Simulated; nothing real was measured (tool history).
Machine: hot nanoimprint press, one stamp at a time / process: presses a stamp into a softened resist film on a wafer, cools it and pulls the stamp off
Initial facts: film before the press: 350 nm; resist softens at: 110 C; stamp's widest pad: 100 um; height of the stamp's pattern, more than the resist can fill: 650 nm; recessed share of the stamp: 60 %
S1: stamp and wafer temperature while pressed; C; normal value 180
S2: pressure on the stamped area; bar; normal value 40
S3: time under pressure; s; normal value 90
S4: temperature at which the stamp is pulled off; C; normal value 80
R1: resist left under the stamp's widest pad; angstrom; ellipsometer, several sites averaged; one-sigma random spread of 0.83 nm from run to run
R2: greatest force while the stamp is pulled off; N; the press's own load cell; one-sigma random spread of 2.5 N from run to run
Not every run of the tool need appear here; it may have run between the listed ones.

run	hour	S1	S2	S3	S4	R1	R2
1	0	180	40	90	80	1423	247
2	11.4	180	40	90	80	1422	248
3	31.7	180	40	90	80	1415	251
4	44.1	180	40	90	80	1414	246
5	55.2	180	40	90	80	1402	246
6	77.2	180	40	90	80	1401	248
# hour 91.8: plate thermocouple calibrated
7	99	180	40	90	80	1501	263
# hour 116.5: stamp cleaned and given a new release coat
8	122.5	180	40	90	87	1527	192
9	141	180	40	90	87	1512	192
10	151.4	185	40	90	80	1191	229
11	174.4	185	40	90	80	1185	230
12	197.2	185	40	90	80	1171	229
13	210.7	185	40	90	80	1183	234
14	233	185	40	90	80	1166	235
15	246.3	185	40	90	80	1177	238
16	264.9	180	40	90	86	1496	199
17	275.1	179	40	90	67	1580	303
18	284.8	183	40	76	80	1360	239
19	306.2	180	40	172	69	1198	292
20	319.4	180	40	172	69	1188	303
21	334.7	169	51.1	138	85	2007	211
22	346.2	169	51.1	138	85	2034	213
23	357.7	172	33.8	90	80	2363	242
24	368.2	175	33.8	47	80	2439	242
25	384.1	175	33.8	47	80	2421	242
26	394.4	185	39.2	47	79	1475	246
27	411.7	189	55.1	110	79	740	247
28	425.3	174	32.3	90	73	2182	283
29	435.1	174	54	142	73	1483	285

5 options for the next run, each taken on its own from the tool as it stands now. Forecast them:
A	456.1	174	30.1	163	73	?	?
B	456.1	174	54	84	73	?	?
C	456.1	174	54	67	73	?	?
D	456.1	174	39.6	127	71	?	?
E	456.1	168	40.7	119	73	?	?

run	R1	R2
A	1899	282
B	1771	278
C	1884	280
D	1790	290
E	2384	291
Take away the tool's hidden state, keep each run's random variation, and the runs would have read:
run	R1	R2
A	1956	266
B	1801	261
C	1914	263
D	1835	273
E	2438	274

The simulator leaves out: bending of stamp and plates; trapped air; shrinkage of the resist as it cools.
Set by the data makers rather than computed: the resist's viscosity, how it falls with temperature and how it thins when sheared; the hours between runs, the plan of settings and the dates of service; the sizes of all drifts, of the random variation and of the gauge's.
